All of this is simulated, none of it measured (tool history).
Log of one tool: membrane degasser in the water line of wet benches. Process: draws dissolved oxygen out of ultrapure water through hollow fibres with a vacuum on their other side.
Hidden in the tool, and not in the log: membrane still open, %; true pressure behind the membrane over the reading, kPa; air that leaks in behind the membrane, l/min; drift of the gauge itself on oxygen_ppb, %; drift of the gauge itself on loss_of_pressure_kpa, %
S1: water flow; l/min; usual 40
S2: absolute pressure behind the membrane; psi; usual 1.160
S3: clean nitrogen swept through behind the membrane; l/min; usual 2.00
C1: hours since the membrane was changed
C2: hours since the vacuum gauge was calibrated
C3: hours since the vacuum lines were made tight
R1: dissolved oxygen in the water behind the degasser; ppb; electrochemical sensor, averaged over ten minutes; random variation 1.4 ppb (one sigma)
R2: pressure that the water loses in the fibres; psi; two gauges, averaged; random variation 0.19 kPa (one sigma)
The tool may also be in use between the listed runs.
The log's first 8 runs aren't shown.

run,hour,S1,S2,S3,C1,C2,C3,R1,R2
9,630.2,34,1.160,2.00,4557,2532,2681,185.7,5.079
10,691.3,40,2.686,2.00,4618,2593,2742,637.5,6.002
11,786.9,40,1.606,2.00,4714,2689,2838,344.3,5.994
12,847.6,40,1.606,2.00,4774,2750,2899,349.1,5.973
13,940.4,35,1.160,2.00,4867,2842,2991,193.2,5.237
14,1022.8,35,1.160,2.00,4950,2925,3074,189.8,5.226
# hour 1086.9: gauge calibrated
15,1130.3,35,1.833,2.00,5057,3032,3181,363.8,5.146
16,1220.9,35,1.833,2.00,5148,3123,3272,362.1,5.185
17,1301.7,32,1.833,2.00,5228,3204,3353,333.8,4.698
18,1371.4,32,1.833,2.00,5298,3273,3422,333.8,4.721
19,1477.1,32,1.833,2.00,5404,3379,3528,332.1,4.772
20,1587.8,39,1.292,2.00,5515,3490,3639,249.0,5.754
21,1635.8,29,0.750,4.22,5563,3538,3687,34.1,4.319
22,1752.6,29,0.750,4.22,5679,3655,3803,34.0,4.345
23,1815.9,38,0.914,1.60,5743,3718,3867,166.5,5.722
24,1911.9,38,0.914,1.60,5839,3814,3963,165.0,5.706
# hour 1996.2: vacuum gauge calibrated
25,2020.8,38,0.914,1.60,5947,25,4071,165.0,5.762
26,2102.8,51,1.888,2.07,6029,107,4153,519.4,7.702
27,2160.3,51,1.888,2.07,6087,164,4211,527.7,7.686
28,2213.8,43,1.038,2.07,6140,218,4264,190.2,6.469
29,2269.1,43,1.038,2.07,6195,273,4319,190.0,6.538
30,2376.9,43,1.827,3.84,6303,381,4427,253.2,6.528
31,2492.5,26,1.783,2.00,6419,496,4543,268.7,3.968
32,2594.1,40,2.535,2.00,6520,598,4645,601.4,6.097
33,2676.4,53,2.392,1.39,6603,680,4727,950.5,8.138

3 ways to go on from here, each from the tool as it stands after run 33. What would each give?
A,2787.8,53,1.584,1.09,6714,792,4838,?,?
B,2787.8,40,2.722,2.00,6714,792,4838,?,?
C,2787.8,62,2.174,1.39,6714,792,4838,?,?

run,R1,R2
A,697.6,8.135
B,656.8,6.126
C,982.7,9.481
Without the tool's hidden state the same runs would have given:
run,R1,R2
A,697.2,7.764
B,656.5,5.846
C,982.1,9.049
